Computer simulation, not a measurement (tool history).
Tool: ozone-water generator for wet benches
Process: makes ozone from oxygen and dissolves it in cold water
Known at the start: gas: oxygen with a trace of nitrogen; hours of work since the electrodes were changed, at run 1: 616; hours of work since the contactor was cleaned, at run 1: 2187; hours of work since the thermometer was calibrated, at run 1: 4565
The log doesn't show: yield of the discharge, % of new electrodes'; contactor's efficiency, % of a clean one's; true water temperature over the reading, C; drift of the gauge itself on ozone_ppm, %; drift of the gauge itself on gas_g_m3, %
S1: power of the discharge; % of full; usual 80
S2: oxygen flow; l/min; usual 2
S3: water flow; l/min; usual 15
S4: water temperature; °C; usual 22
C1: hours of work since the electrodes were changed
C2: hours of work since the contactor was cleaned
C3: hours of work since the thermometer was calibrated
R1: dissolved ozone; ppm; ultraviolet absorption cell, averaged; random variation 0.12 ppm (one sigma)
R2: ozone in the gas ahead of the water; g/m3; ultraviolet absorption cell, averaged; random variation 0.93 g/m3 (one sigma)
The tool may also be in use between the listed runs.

run   hour  S1    S2  S3  S4    C1    C2    C3    R1     R2
  1      0  80     2  15  22   616  2187  4565  11.5  156.4
  2   23.9  80     2  14  22   631  2203  4580  12.2  154.5
  3   52.2  80     2  15  22   650  2221  4599  11.5    157
  4   98.9  80     2  15  22   680  2251  4629  11.7  156.3
  5  125.4  80     2  15  25   697  2269  4646  11.1  156.8
  6  170.5  80     2  15  25   727  2298  4675  11.4  158.3
  7    221  80     2  15  25   759  2331  4708  11.4  157.6
  8  251.5  80     2  15  25   779  2351  4728  11.2  158.3
  9  302.4  80     2  15  22   812  2384  4761  11.6  159.2
 10  339.8  80     2  15  22   837  2408  4786  11.6  159.6
 11    384  80     2  15  22   866  2437  4814  11.3  159.8
 12    419  80     2  15  22   888  2460  4837  11.6  160.2
 13  449.9  41     2  15  22   908  2480  4857   8.2  112.1
     476.2  -- gauge calibrated
 14  476.2  80     2  15  21   925  2497  4874  11.7    154
 15    526  80     2  15  21   958  2529  4907  11.6  157.1
 16  567.6  80     2  15  21   985  2556  4934  11.8  155.4
 17  601.1  80     2  15  19  1007  2578  4956    12    157
 18  647.6  80     2  15  19  1037  2608  4986  11.8    157
 19    682  60     2  15  16  1059  2631  5008  10.5  136.7
 20  711.6  60     2  15  16  1079  2650  5028  10.2  135.8
 21    737  60     2  15  16  1095  2667  5044  10.3  135.9
 22  767.3  63     2  10  16  1115  2686  5064  15.5  139.7
 23  809.2  79  1.97  10  17  1142  2714  5091  16.9    160
 24  855.4  83  2.31  18  17  1172  2744  5121  10.4  151.6
 25    881  49  2.05  18  17  1189  2760  5138   7.7  122.4

The next listed run, before its measurement:
 26  906.2  52  2.05  17  17  1205  2777  5154   ?   ?

R1: 8.5 ppm
R2: 125.1 g/m3
Without the tool's hidden state the same run would have given R1 8.5 ppm, R2 121.8 g/m3.
